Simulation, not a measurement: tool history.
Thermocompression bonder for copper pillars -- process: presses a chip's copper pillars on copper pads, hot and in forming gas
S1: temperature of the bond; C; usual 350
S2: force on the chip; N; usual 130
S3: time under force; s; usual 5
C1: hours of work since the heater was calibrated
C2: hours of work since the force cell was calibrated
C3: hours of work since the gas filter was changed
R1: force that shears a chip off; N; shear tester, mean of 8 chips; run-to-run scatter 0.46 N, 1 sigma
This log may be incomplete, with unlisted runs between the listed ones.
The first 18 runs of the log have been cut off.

Run 19, hour 710.6: usual settings but S1 352 C, S2 85 N, S3 7 s; C1 958; C2 993; C3 267. Result: R1 48.8 N.
Run 20, hour 765.7: usual settings but S1 352 C, S3 9 s; C1 983; C2 1018; C3 292. Result: R1 65.7 N.
Run 21, hour 793.7: usual settings but S1 355 C, S2 155 N, S3 6 s; C1 996; C2 1031; C3 305. Result: R1 65.3 N.
Run 22, hour 843.6: usual settings but S1 355 C, S2 155 N, S3 6 s; C1 1018; C2 1054; C3 328. Result: R1 64.0 N.
Run 23, hour 890.4: usual settings but S3 7 s; C1 1039; C2 1075; C3 349. Result: R1 60.7 N.
Run 24, hour 920.3: usual settings but S1 356 C, S2 147 N, S3 8 s; C1 1053; C2 1088; C3 362. Result: R1 66.6 N.
Run 25, hour 945.0: usual settings but S2 148 N; C1 1064; C2 1100; C3 374. Result: R1 58.6 N.
At hour 980.0: forming gas filter changed.
Run 26, hour 1003.5: usual settings but S1 358 C, S2 107 N; C1 1091; C2 1126; C3 11. Result: R1 54.6 N.
Run 27, hour 1032.7: usual settings but S1 378 C, S2 107 N, S3 7 s; C1 1104; C2 1139; C3 24. Result: R1 66.8 N.
Run 28, hour 1078.1: usual settings but S2 110 N; C1 1124; C2 1160; C3 45. Result: R1 52.3 N.
Run 29, hour 1104.6: usual settings but S2 101 N, S3 3 s; C1 1137; C2 1172; C3 57. Result: R1 41.9 N.
Run 30, hour 1161.0: usual settings but S2 101 N, S3 3 s; C1 1162; C2 1197; C3 82. Result: R1 41.3 N.
Run 31, hour 1219.2: usual settings but S1 323 C, S2 177 N, S3 3 s; C1 1189; C2 1224; C3 109. Result: R1 49.8 N.
Run 32, hour 1268.3: usual settings but S1 345 C; C1 1211; C2 1246; C3 131. Result: R1 55.4 N.
Run 33, hour 1303.0: usual settings but S1 338 C, S2 78 N; C1 1227; C2 1262; C3 147. Result: R1 37.9 N.

Below are 3 alternative next runs, each starting from the tool's condition after run 33. Predict each:
Run A, hour 1355.0: usual settings but S1 338 C, S2 113 N; C1 1250; C2 1285; C3 170. Result: R1 ?.
Run B, hour 1355.0: usual settings but S1 338 C, S2 177 N; C1 1250; C2 1285; C3 170. Result: R1 ?.
Run C, hour 1355.0: usual settings but S3 12 s; C1 1250; C2 1285; C3 170. Result: R1 ?.

run    R1
  A  48.9
  B  63.0
  C  71.5
With no hidden state in the tool, these same runs would have given:
run    R1
  A  46.6
  B  60.9
  C  69.9
